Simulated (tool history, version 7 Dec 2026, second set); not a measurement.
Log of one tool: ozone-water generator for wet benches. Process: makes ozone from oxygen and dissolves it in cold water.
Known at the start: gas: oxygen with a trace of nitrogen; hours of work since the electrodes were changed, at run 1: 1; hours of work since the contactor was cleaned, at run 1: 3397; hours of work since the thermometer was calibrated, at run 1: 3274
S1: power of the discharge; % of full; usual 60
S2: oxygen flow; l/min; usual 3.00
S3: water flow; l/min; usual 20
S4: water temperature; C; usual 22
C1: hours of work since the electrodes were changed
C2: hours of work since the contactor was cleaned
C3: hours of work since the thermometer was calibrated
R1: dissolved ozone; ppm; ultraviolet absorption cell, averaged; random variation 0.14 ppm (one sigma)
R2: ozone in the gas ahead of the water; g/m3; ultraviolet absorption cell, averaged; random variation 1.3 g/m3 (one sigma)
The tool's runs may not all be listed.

run	hour	S1	S2	S3	S4	C1	C2	C3	R1	R2
1	0.0	60	3.00	20	22	1	3397	3274	16.3	235.1
2	25.0	60	3.00	20	22	23	3418	3296	16.2	234.3
3	43.8	60	3.00	20	22	39	3435	3312	16.2	235.6
4	61.3	60	3.00	20	22	55	3450	3327	16.3	232.7
5	87.0	60	3.00	20	22	77	3472	3349	16.2	234.1
6	118.3	60	3.00	20	22	104	3500	3377	16.3	233.1
7	132.5	60	3.00	20	22	117	3512	3389	16.5	234.6
8	153.3	60	3.00	20	17	135	3530	3407	17.2	235.5
9	180.2	60	3.00	20	20	158	3553	3430	16.6	234.6
10	211.1	60	3.00	20	19	185	3580	3457	16.9	232.7
11	224.2	60	3.00	20	22	196	3592	3469	16.2	233.8
# hour 226.7: water thermometer calibrated
12	242.4	60	3.00	20	22	212	3607	14	16.3	231.4
13	268.1	71	2.46	12	24	234	3629	36	28.9	307.4
14	294.2	71	2.46	12	24	257	3652	59	28.6	306.9
# hour 313.0: water thermometer calibrated, once more
15	324.0	71	2.46	12	24	282	3678	10	29.0	306.2
16	336.8	60	3.67	19	22	293	3689	21	16.9	202.7
17	360.1	76	3.20	28	19	314	3709	41	14.1	267.9
18	390.7	76	3.51	13	19	340	3736	68	29.3	254.1
19	420.6	76	3.51	13	19	366	3762	94	29.4	251.1
20	434.0	60	4.50	20	22	378	3773	105	15.7	176.5
21	462.6	60	4.50	20	22	403	3798	130	15.8	176.3
22	484.9	60	4.50	20	22	422	3817	149	15.7	175.7
23	516.3	60	3.00	17	22	449	3845	177	19.0	232.9
24	547.2	43	1.70	17	26	476	3872	204	14.1	263.2

Forecast each of these 3 alternatives for the next run:
A	576.4	60	2.20	20	22	502	3897	229	?	?
B	576.4	43	1.70	15	26	502	3897	229	?	?
C	576.4	60	3.00	26	22	502	3897	229	?	?

run	R1	R2
A	16.5	288.8
B	16.0	264.4
C	12.1	231.1
Without the tool's hidden state the same runs would have given:
run	R1	R2
A	17.2	291.5
B	16.6	266.1
C	12.6	233.3

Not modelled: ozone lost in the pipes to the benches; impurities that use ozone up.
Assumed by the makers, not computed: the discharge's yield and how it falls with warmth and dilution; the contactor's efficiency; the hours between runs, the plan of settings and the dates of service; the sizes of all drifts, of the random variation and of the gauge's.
